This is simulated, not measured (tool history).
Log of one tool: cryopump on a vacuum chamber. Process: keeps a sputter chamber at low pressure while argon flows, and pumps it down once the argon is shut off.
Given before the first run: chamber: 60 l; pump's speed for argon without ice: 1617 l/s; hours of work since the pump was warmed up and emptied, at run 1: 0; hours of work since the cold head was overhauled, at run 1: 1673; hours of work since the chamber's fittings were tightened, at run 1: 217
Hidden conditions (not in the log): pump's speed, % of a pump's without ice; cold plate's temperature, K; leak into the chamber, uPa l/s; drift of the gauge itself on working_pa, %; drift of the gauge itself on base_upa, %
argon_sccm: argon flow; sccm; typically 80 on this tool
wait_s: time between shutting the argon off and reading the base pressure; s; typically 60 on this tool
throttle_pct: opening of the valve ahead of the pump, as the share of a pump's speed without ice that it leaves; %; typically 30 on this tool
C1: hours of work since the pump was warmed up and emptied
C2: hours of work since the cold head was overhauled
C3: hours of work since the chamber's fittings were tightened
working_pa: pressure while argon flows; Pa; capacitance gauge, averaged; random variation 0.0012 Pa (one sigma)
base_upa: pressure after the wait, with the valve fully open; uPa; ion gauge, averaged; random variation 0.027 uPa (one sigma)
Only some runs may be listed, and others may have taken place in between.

{"run": 1, "day": 0.0, "argon_sccm": 80, "wait_s": 60, "throttle_pct": 30, "C1": 0, "C2": 1673, "C3": 217, "working_pa": 0.2817, "base_upa": 1.77}
{"run": 2, "day": 1.271, "argon_sccm": 80, "wait_s": 60, "throttle_pct": 30, "C1": 26, "C2": 1699, "C3": 243, "working_pa": 0.282, "base_upa": 1.8}
{"run": 3, "day": 2.679, "argon_sccm": 80, "wait_s": 60, "throttle_pct": 30, "C1": 55, "C2": 1728, "C3": 272, "working_pa": 0.2819, "base_upa": 1.85}
{"run": 4, "day": 4.671, "argon_sccm": 80, "wait_s": 60, "throttle_pct": 30, "C1": 95, "C2": 1768, "C3": 312, "working_pa": 0.282, "base_upa": 1.93}
{"run": 5, "day": 7.167, "argon_sccm": 80, "wait_s": 60, "throttle_pct": 20, "C1": 146, "C2": 1819, "C3": 363, "working_pa": 0.4229, "base_upa": 2.05}
{"run": 6, "day": 8.588, "argon_sccm": 80, "wait_s": 106, "throttle_pct": 30, "C1": 175, "C2": 1848, "C3": 392, "working_pa": 0.2829, "base_upa": 1.7}
{"run": 7, "day": 10.742, "argon_sccm": 80, "wait_s": 60, "throttle_pct": 30, "C1": 219, "C2": 1892, "C3": 436, "working_pa": 0.2853, "base_upa": 2.27}
{"run": 8, "day": 12.988, "argon_sccm": 80, "wait_s": 60, "throttle_pct": 30, "C1": 265, "C2": 1938, "C3": 482, "working_pa": 0.2853, "base_upa": 2.3}
{"run": 9, "day": 14.829, "argon_sccm": 80, "wait_s": 60, "throttle_pct": 30, "C1": 302, "C2": 1975, "C3": 519, "working_pa": 0.2891, "base_upa": 2.46}
{"run": 10, "day": 16.617, "argon_sccm": 80, "wait_s": 60, "throttle_pct": 40, "C1": 339, "C2": 2012, "C3": 556, "working_pa": 0.2221, "base_upa": 2.56}
{"run": 11, "day": 18.012, "argon_sccm": 80, "wait_s": 60, "throttle_pct": 40, "C1": 367, "C2": 2040, "C3": 584, "working_pa": 0.2218, "base_upa": 2.64}
{"run": 12, "day": 20.479, "argon_sccm": 80, "wait_s": 293, "throttle_pct": 40, "C1": 418, "C2": 2091, "C3": 635, "working_pa": 0.2221, "base_upa": 2.01}
{"run": 13, "day": 22.221, "argon_sccm": 80, "wait_s": 226, "throttle_pct": 30, "C1": 453, "C2": 2126, "C3": 670, "working_pa": 0.2921, "base_upa": 2.13}
{"run": 14, "day": 23.671, "argon_sccm": 80, "wait_s": 60, "throttle_pct": 35, "C1": 483, "C2": 2156, "C3": 700, "working_pa": 0.255, "base_upa": 2.99}
{"run": 15, "day": 26.221, "argon_sccm": 80, "wait_s": 60, "throttle_pct": 35, "C1": 535, "C2": 2208, "C3": 752, "working_pa": 0.2577, "base_upa": 3.18}
{"run": 16, "day": 28.758, "argon_sccm": 80, "wait_s": 60, "throttle_pct": 22, "C1": 587, "C2": 2259, "C3": 803, "working_pa": 0.3972, "base_upa": 3.32}
{"run": 17, "day": 30.708, "argon_sccm": 80, "wait_s": 60, "throttle_pct": 24, "C1": 626, "C2": 2299, "C3": 843, "working_pa": 0.3723, "base_upa": 3.37}
{"run": 18, "day": 31.875, "argon_sccm": 80, "wait_s": 60, "throttle_pct": 24, "C1": 650, "C2": 2323, "C3": 867, "working_pa": 0.371, "base_upa": 3.67}
{"run": 19, "day": 33.25, "argon_sccm": 80, "wait_s": 97, "throttle_pct": 17, "C1": 678, "C2": 2351, "C3": 895, "working_pa": 0.5165, "base_upa": 3.32}
{"run": 20, "day": 34.371, "argon_sccm": 36, "wait_s": 148, "throttle_pct": 59, "C1": 701, "C2": 2374, "C3": 918, "working_pa": 0.0754, "base_upa": 3.12}
{"run": 21, "day": 36.621, "argon_sccm": 80, "wait_s": 197, "throttle_pct": 30, "C1": 747, "C2": 2420, "C3": 964, "working_pa": 0.3038, "base_upa": 3.17}
{"run": 22, "day": 38.021, "argon_sccm": 80, "wait_s": 197, "throttle_pct": 30, "C1": 775, "C2": 2448, "C3": 992, "working_pa": 0.3078, "base_upa": 3.24}
{"run": 23, "day": 39.638, "argon_sccm": 80, "wait_s": 197, "throttle_pct": 30, "C1": 808, "C2": 2481, "C3": 1025, "working_pa": 0.3074, "base_upa": 3.39}
{"day": 40.408, "done": "pump warmed up, emptied and cooled again"}
{"run": 24, "day": 40.942, "argon_sccm": 44, "wait_s": 29, "throttle_pct": 30, "C1": 11, "C2": 2504, "C3": 1048, "working_pa": 0.1543, "base_upa": 4.4}
{"run": 25, "day": 43.221, "argon_sccm": 41, "wait_s": 255, "throttle_pct": 30, "C1": 57, "C2": 2550, "C3": 1094, "working_pa": 0.1447, "base_upa": 2.78}
{"run": 26, "day": 44.608, "argon_sccm": 80, "wait_s": 53, "throttle_pct": 37, "C1": 86, "C2": 2578, "C3": 1122, "working_pa": 0.2321, "base_upa": 3.74}
{"run": 27, "day": 46.221, "argon_sccm": 67, "wait_s": 60, "throttle_pct": 18, "C1": 119, "C2": 2611, "C3": 1155, "working_pa": 0.3924, "base_upa": 3.76}
{"run": 28, "day": 47.592, "argon_sccm": 67, "wait_s": 114, "throttle_pct": 18, "C1": 147, "C2": 2639, "C3": 1183, "working_pa": 0.3932, "base_upa": 3.44}
{"day": 49.638, "done": "leaking fittings of the chamber tightened, without venting"}
{"run": 29, "day": 49.638, "argon_sccm": 89, "wait_s": 114, "throttle_pct": 18, "C1": 187, "C2": 2679, "C3": 0, "working_pa": 0.5253, "base_upa": 0.81}
{"run": 30, "day": 51.817, "argon_sccm": 46, "wait_s": 175, "throttle_pct": 18, "C1": 231, "C2": 2724, "C3": 44, "working_pa": 0.2726, "base_upa": 0.7}
{"run": 31, "day": 52.867, "argon_sccm": 80, "wait_s": 65, "throttle_pct": 30, "C1": 252, "C2": 2745, "C3": 66, "working_pa": 0.2891, "base_upa": 1.35}
{"run": 32, "day": 54.625, "argon_sccm": 51, "wait_s": 40, "throttle_pct": 40, "C1": 288, "C2": 2781, "C3": 102, "working_pa": 0.14, "base_upa": 2.06}
{"run": 33, "day": 56.696, "argon_sccm": 51, "wait_s": 58, "throttle_pct": 28, "C1": 330, "C2": 2823, "C3": 144, "working_pa": 0.1965, "base_upa": 1.67}

Hidden condition of the tool, last listed run before each entry between runs versus first listed run after:
After run 23, before run 24: pump warmed up, emptied and cooled again (day 40.408)
  pump's speed, % of a pump's without ice: 75.1 -> 99.2; cold plate's temperature, K: 12.97 -> 12.98; leak into the chamber, uPa l/s: 3736 -> 3805
  what was measured, less what the result would be without the hidden state, working_pa: +0.0298 -> +0.0013 Pa; base_upa: +2.91 -> +2.17 uPa
After run 28, before run 29: leaking fittings of the chamber tightened, without venting (day 49.638)
  pump's speed, % of a pump's without ice: 95 -> 93.6; cold plate's temperature, K: 13.02 -> 13.04; leak into the chamber, uPa l/s: 4249 -> 339
  what was measured, less what the result would be without the hidden state, working_pa: +0.0052 -> +0.0085 Pa; base_upa: +2.67 -> +0.05 uPa
